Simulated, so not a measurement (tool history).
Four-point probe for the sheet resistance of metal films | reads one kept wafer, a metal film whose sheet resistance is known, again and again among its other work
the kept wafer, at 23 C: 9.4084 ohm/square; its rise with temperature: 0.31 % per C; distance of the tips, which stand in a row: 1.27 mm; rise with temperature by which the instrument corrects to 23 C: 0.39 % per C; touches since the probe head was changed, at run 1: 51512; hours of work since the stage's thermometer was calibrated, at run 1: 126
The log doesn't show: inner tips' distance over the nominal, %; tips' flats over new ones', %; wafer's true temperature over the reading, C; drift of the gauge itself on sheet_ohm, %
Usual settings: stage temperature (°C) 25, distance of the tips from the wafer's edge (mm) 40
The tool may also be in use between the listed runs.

| run | day | stage temperature (°C) | distance of the tips from the wafer's edge (mm) | touches since the probe head was changed | hours of work since the stage's thermometer was calibrated | sheet resistance as the instrument gives it (ohm/square) |
|---|---|---|---|---|---|---|
| 1 | 0 | 25 | 40 | 51512 | 126 | 9.388069 |
| 2 | 0.446 | 18 | 40 | 51747 | 131 | 9.439968 |
| 3 | 1.242 | 25 | 6 | 52164 | 142 | 9.6046 |
| 4 | 1.975 | 25 | 40 | 52550 | 151 | 9.383115 |
| 5 | 2.929 | 25 | 34 | 53050 | 163 | 9.38774 |
|  | 3.021 | stage's thermometer calibrated |
| 6 | 3.85 | 30 | 40 | 53523 | 11 | 9.351283 |
| 7 | 4.583 | 30 | 40 | 53907 | 20 | 9.352606 |
| 8 | 5.117 | 30 | 40 | 54187 | 27 | 9.351992 |
| 9 | 5.65 | 30 | 40 | 54467 | 33 | 9.348834 |
|  | 5.912 | stage's thermometer calibrated, once more |
| 10 | 6.412 | 25 | 24 | 54857 | 6 | 9.389043 |
| 11 | 7.192 | 25 | 24 | 55267 | 16 | 9.392912 |
| 12 | 7.738 | 31 | 4 | 55552 | 23 | 9.816068 |
| 13 | 8.533 | 34 | 35 | 55970 | 33 | 9.320713 |
| 14 | 9.308 | 34 | 35 | 56378 | 43 | 9.320125 |
| 15 | 9.942 | 27 | 6 | 56711 | 51 | 9.582239 |
| 16 | 10.779 | 27 | 6 | 57149 | 62 | 9.581188 |

3 ways to go on from here, each from the tool as it stands after run 16. What would each give?
| A | 11.354 | 25 | 6 | 57452 | 69 | ? |
| B | 11.354 | 34 | 40 | 57452 | 69 | ? |
| C | 11.354 | 31 | 9 | 57452 | 69 | ? |

| run | sheet resistance as the instrument gives it (ohm/square) |
|---|---|
| A | 9.597032 |
| B | 9.315703 |
| C | 9.433181 |
Without the tool's hidden state the same runs would have given:
| run | sheet resistance as the instrument gives it (ohm/square) |
|---|---|
| A | 9.615669 |
| B | 9.333829 |
| C | 9.45152 |

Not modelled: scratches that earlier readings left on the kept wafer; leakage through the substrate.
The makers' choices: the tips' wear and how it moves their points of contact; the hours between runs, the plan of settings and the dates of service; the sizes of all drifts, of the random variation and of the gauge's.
